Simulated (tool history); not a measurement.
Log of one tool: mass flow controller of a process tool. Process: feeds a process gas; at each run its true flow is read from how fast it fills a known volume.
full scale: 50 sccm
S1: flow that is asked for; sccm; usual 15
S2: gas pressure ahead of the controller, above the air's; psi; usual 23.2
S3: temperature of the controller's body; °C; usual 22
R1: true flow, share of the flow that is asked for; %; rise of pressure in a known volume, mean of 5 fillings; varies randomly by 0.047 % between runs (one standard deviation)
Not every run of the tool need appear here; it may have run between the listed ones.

Run 1, hour 0: usual settings. Result: R1 96.76 %.
Run 2, hour 256.7: usual settings. Result: R1 96.79 %.
Run 3, hour 768.8: usual settings. Result: R1 96.76 %.
Run 4, hour 1279.2: usual settings. Result: R1 96.67 %.
Run 5, hour 1768.8: usual settings. Result: R1 96.64 %.
Run 6, hour 2098.2: usual settings. Result: R1 96.64 %.
Run 7, hour 2673.1: usual settings. Result: R1 96.66 %.
Run 8, hour 2998.7: usual settings. Result: R1 96.64 %.
At hour 3050.9: controller's zero set anew.
Run 9, hour 3414.8: usual settings. Result: R1 94.95 %.
Run 10, hour 3913.2: usual settings. Result: R1 95.03 %.
Run 11, hour 4161: usual settings. Result: R1 95.05 %.
Run 12, hour 4450.6: usual settings. Result: R1 94.92 %.
Run 13, hour 5035.9: usual settings. Result: R1 94.93 %.
Run 14, hour 5442.6: usual settings but S2 39.6 psi. Result: R1 94.39 %.
Run 15, hour 5920.4: usual settings but S2 39.6 psi. Result: R1 94.36 %.
At hour 6170.5: controller's zero set anew, once more.
Run 16, hour 6170.5: usual settings but S2 20.7 psi. Result: R1 100.1 %.
Run 17, hour 6613.5: usual settings but S1 46 sccm, S2 24.1 psi, S3 20 °C. Result: R1 101.99 %.
Run 18, hour 6898.7: usual settings but S1 23 sccm, S2 25.1 psi, S3 27 °C. Result: R1 100.76 %.
Run 19, hour 7383.3: usual settings but S1 28 sccm, S3 37 °C. Result: R1 101.41 %.
Run 20, hour 7969.7: usual settings but S3 24 °C. Result: R1 100.01 %.
Run 21, hour 8315.8: usual settings but S1 13 sccm, S3 25 °C. Result: R1 99.72 %.
Run 22, hour 8565.9: usual settings but S2 26.7 psi, S3 33 °C. Result: R1 100.15 %.
Run 23, hour 9062.4: usual settings but S2 34.8 psi, S3 32 °C. Result: R1 99.76 %.
Run 24, hour 9465.8: usual settings but S2 34.8 psi, S3 32 °C. Result: R1 99.79 %.
Run 25, hour 9970.1: usual settings but S1 11 sccm, S2 31 psi, S3 32 °C. Result: R1 99.38 %.
Run 26, hour 10390.6: usual settings but S1 11 sccm, S2 31 psi, S3 32 °C. Result: R1 99.31 %.
Run 27, hour 10823.5: usual settings but S1 11 sccm, S2 31 psi, S3 32 °C. Result: R1 99.22 %.
Run 28, hour 11188.9: usual settings but S1 7 sccm, S2 30 psi. Result: R1 97.77 %.

Branching from run 28: 3 alternative next runs. What would each branch give?
Run A, hour 11634.5: usual settings but S2 25.5 psi, S3 35 °C. Result: R1 ?.
Run B, hour 11634.5: usual settings but S1 22 sccm, S2 30 psi. Result: R1 ?.
Run C, hour 11634.5: usual settings but S2 32.8 psi. Result: R1 ?.

run     R1
  A    100
  B  100.3
  C  99.43
Take away the tool's hidden state, keep each run's random variation, and the runs would have read:
run     R1
  A  98.18
  B  98.11
  C   97.6

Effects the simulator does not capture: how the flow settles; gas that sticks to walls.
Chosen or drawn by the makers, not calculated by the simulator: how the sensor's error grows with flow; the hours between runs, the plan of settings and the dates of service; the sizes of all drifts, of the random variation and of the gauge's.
